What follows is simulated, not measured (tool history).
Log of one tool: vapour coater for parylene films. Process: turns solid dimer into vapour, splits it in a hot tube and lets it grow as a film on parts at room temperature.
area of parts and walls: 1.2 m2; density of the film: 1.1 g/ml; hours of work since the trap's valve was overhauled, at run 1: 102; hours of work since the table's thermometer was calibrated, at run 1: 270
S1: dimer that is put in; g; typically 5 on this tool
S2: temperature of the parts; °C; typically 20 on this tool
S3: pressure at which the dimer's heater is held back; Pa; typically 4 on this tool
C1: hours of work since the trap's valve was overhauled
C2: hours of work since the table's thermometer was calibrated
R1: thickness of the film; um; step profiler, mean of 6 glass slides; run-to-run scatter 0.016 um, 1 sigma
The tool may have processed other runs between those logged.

run 1 hour=0 | S1=5 S2=20 S3=4 | C1=102 C2=270 | R1=2.61
run 2 hour=23.7 | S1=5 S2=20 S3=4 | C1=117 C2=285 | R1=2.63
run 3 hour=39.5 | S1=5 S2=20 S3=4 | C1=127 C2=295 | R1=2.59
run 4 hour=53.3 | S1=5 S2=20 S3=5.34 | C1=136 C2=304 | R1=2.43
run 5 hour=69 | S1=5 S2=20 S3=5.34 | C1=146 C2=314 | R1=2.43
run 6 hour=91.3 | S1=5 S2=20 S3=5.34 | C1=160 C2=328 | R1=2.42
run 7 hour=109.6 | S1=5 S2=20 S3=5.34 | C1=172 C2=340 | R1=2.44
run 8 hour=131.8 | S1=5 S2=20 S3=5.34 | C1=186 C2=354 | R1=2.42
run 9 hour=142.9 | S1=5 S2=20 S3=4 | C1=193 C2=361 | R1=2.53
run 10 hour=160.8 | S1=5 S2=20 S3=4 | C1=205 C2=372 | R1=2.52
run 11 hour=176.5 | S1=5 S2=20 S3=4 | C1=215 C2=382 | R1=2.51
run 12 hour=192.7 | S1=5 S2=20 S3=2.69 | C1=225 C2=393 | R1=2.68
run 13 hour=211.6 | S1=5 S2=20 S3=2.69 | C1=237 C2=405 | R1=2.71
run 14 hour=234 | S1=5 S2=20 S3=2.69 | C1=252 C2=419 | R1=2.65
run 15 hour=245.9 | S1=5 S2=20 S3=2.69 | C1=259 C2=427 | R1=2.62
run 16 hour=271.1 | S1=5 S2=13 S3=8.45 | C1=275 C2=443 | R1=2.45
run 17 hour=293 | S1=5 S2=20 S3=3.59 | C1=289 C2=457 | R1=2.46
run 18 hour=315.3 | S1=5 S2=18 S3=6.54 | C1=303 C2=471 | R1=2.31
run 19 hour=333.2 | S1=5 S2=18 S3=3.24 | C1=315 C2=482 | R1=2.57
run 20 hour=354.9 | S1=5 S2=16 S3=3.17 | C1=329 C2=496 | R1=2.73
run 21 hour=370.4 | S1=4 S2=15 S3=2.03 | C1=339 C2=506 | R1=2.4
run 22 hour=384.1 | S1=4 S2=15 S3=2.03 | C1=347 C2=515 | R1=2.4
run 23 hour=404.5 | S1=5 S2=24 S3=7.5 | C1=360 C2=528 | R1=1.96
run 24 hour=428.5 | S1=8 S2=20 S3=4.57 | C1=376 C2=543 | R1=3.68
run 25 hour=447.6 | S1=8 S2=20 S3=4.57 | C1=388 C2=555 | R1=3.71
-- hour=459.4 trap's valve overhauled
run 26 hour=469.5 | S1=5 S2=25 S3=11.37 | C1=6 C2=567 | R1=2

Below are 5 alternative next runs, each starting from the tool's condition after run 26. Predict each:
run A hour=494.6 | S1=6 S2=25 S3=11.37 | C1=22 C2=583 | R1=?
run B hour=494.6 | S1=5 S2=16 S3=7.11 | C1=22 C2=583 | R1=?
run C hour=494.6 | S1=5 S2=20 S3=6.53 | C1=22 C2=583 | R1=?
run D hour=494.6 | S1=2 S2=25 S3=2.48 | C1=22 C2=583 | R1=?
run E hour=494.6 | S1=5 S2=15 S3=11.37 | C1=22 C2=583 | R1=?

run=A R1=2.44
run=B R1=2.63
run=C R1=2.47
run=D R1=1.08
run=E R1=2.47
The same runs, with their run-to-run variation unchanged, on a tool lacking any hidden condition would have given:
run=A R1=2.45
run=B R1=2.65
run=C R1=2.48
run=D R1=1.08
run=E R1=2.48

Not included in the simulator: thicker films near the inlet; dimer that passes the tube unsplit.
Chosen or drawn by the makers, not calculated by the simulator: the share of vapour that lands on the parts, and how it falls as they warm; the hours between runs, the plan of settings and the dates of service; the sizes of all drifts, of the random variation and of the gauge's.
